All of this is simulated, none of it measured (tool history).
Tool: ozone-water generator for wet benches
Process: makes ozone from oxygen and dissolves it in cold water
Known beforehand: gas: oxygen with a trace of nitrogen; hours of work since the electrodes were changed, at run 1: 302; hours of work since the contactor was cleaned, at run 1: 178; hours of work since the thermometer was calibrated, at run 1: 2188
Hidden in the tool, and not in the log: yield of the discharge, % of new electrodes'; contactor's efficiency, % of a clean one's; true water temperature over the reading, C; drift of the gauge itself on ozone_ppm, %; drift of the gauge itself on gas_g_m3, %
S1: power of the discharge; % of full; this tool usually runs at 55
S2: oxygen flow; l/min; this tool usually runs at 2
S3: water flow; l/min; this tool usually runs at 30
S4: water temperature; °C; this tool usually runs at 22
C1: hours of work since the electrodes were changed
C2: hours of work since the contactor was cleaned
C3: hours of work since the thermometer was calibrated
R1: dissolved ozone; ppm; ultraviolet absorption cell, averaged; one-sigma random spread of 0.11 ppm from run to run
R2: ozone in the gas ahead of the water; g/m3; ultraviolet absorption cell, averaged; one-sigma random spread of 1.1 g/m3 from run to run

run	hour	S1	S2	S3	S4	C1	C2	C3	R1	R2
1	0	55	2	30	22	302	178	2188	5.9	186.5
2	85.1	55	2	30	22	376	252	2262	6.1	186.4
3	128	55	2	30	22	413	289	2299	5.6	186.2
4	190.8	55	2	30	22	468	344	2354	5.8	186.6
5	243.8	75	2	30	22	514	390	2400	6.8	223.4
6	324.2	75	2	30	22	584	460	2469	6.6	223.4
7	369.6	75	2	30	22	623	499	2509	6.8	219.4
# hour 380.8: contactor cleaned
8	436.9	75	1.37	30	22	678	49	2564	5.8	272.6
9	516.2	75	1.37	22	22	747	118	2633	8.6	268.3
10	594.5	58	1.57	18	18	815	186	2701	9.9	217.1

Run 11 comes next. What will it give?
11	675.3	58	1.57	18	18	885	256	2771	?	?

For run 11 the tool returned R1 9.8 ppm, R2 216.1 g/m3.
If the tool had no hidden condition, the same run with the same run-to-run variation would have returned R1 10.4 ppm, R2 222.8 g/m3.
